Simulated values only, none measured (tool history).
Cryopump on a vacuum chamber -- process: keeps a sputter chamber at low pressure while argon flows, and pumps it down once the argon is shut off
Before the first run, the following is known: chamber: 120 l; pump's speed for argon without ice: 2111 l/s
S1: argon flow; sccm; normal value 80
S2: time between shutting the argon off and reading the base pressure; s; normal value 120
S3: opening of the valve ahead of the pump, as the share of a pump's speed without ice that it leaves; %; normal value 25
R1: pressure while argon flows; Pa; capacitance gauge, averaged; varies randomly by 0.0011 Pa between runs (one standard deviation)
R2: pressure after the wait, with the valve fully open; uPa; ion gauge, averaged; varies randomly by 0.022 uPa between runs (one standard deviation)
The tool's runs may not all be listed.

Run 1, hour 0.0: usual settings. Result: R1 0.2762 Pa, R2 0.65 uPa.
Run 2, hour 10.2: usual settings. Result: R1 0.2771 Pa, R2 0.68 uPa.
Run 3, hour 22.3: usual settings. Result: R1 0.2763 Pa, R2 0.68 uPa.
Run 4, hour 32.8: usual settings. Result: R1 0.2773 Pa, R2 0.68 uPa.
Run 5, hour 44.3: usual settings. Result: R1 0.2774 Pa, R2 0.67 uPa.
Run 6, hour 54.8: usual settings. Result: R1 0.2739 Pa, R2 0.66 uPa.
Run 7, hour 66.9: usual settings. Result: R1 0.2766 Pa, R2 0.70 uPa.
Run 8, hour 89.2: usual settings but S3 47 %. Result: R1 0.1572 Pa, R2 0.73 uPa.
Run 9, hour 99.7: usual settings but S3 27 %. Result: R1 0.2586 Pa, R2 0.67 uPa.
Run 10, hour 115.7: usual settings but S2 29 s, S3 27 %. Result: R1 0.2587 Pa, R2 1.85 uPa.
Run 11, hour 128.9: usual settings. Result: R1 0.2769 Pa, R2 0.74 uPa.
Run 12, hour 139.9: usual settings. Result: R1 0.2788 Pa, R2 0.72 uPa.
Run 13, hour 161.1: usual settings. Result: R1 0.2795 Pa, R2 0.70 uPa.
Run 14, hour 179.1: usual settings. Result: R1 0.2776 Pa, R2 0.74 uPa.
At hour 187.9: pump warmed up, emptied and cooled again.
Run 15, hour 196.1: usual settings but S3 16 %. Result: R1 0.4006 Pa, R2 0.63 uPa.
Run 16, hour 209.2: usual settings but S1 47 sccm, S2 125 s, S3 31 %. Result: R1 0.1221 Pa, R2 0.63 uPa.
Run 17, hour 226.8: usual settings but S1 52 sccm, S2 291 s, S3 16 %. Result: R1 0.2639 Pa, R2 0.42 uPa.
Run 18, hour 236.7: usual settings but S1 52 sccm, S2 37 s, S3 54 %. Result: R1 0.0778 Pa, R2 1.57 uPa.
Run 19, hour 246.7: usual settings but S1 52 sccm, S2 37 s, S3 54 %. Result: R1 0.0780 Pa, R2 1.52 uPa.
Run 20, hour 259.9: usual settings but S2 122 s, S3 22 %. Result: R1 0.2932 Pa, R2 0.63 uPa.
Run 21, hour 272.2: usual settings but S2 122 s, S3 22 %. Result: R1 0.2956 Pa, R2 0.66 uPa.
Run 22, hour 290.0: usual settings but S1 61 sccm, S2 122 s, S3 45 %. Result: R1 0.1101 Pa, R2 0.61 uPa.
Run 23, hour 301.7: usual settings but S1 61 sccm, S2 122 s, S3 45 %. Result: R1 0.1106 Pa, R2 0.64 uPa.
Run 24, hour 319.8: usual settings but S1 109 sccm. Result: R1 0.3557 Pa, R2 0.68 uPa.
Run 25, hour 334.3: usual settings but S1 79 sccm, S2 276 s. Result: R1 0.2568 Pa, R2 0.40 uPa.
Run 26, hour 354.3: usual settings but S1 102 sccm. Result: R1 0.3311 Pa, R2 0.69 uPa.

Results per run with the tool's hidden condition removed, run-to-run variation unchanged:
Hidden state present: pump's speed, % of a pump's without ice; cold plate's temperature, K; leak into the chamber, uPa l/s; drift of the gauge itself on working_pa, %; drift of the gauge itself on base_upa, %.
run      R1    R2
  1  0.2568  0.52
  2  0.2575  0.55
  3  0.2564  0.55
  4  0.2571  0.54
  5  0.2569  0.53
  6  0.2534  0.52
  7  0.2556  0.55
  8  0.1355  0.57
  9  0.2367  0.52
 10  0.2365  1.70
 11  0.2544  0.58
 12  0.2559  0.56
 13  0.2560  0.53
 14  0.2538  0.56
 15  0.3993  0.53
 16  0.1212  0.54
 17  0.2627  0.32
 18  0.0765  1.46
 19  0.0766  1.42
 20  0.2908  0.52
 21  0.2930  0.55
 22  0.1080  0.50
 23  0.1083  0.52
 24  0.3512  0.56
 25  0.2533  0.28
 26  0.3262  0.56
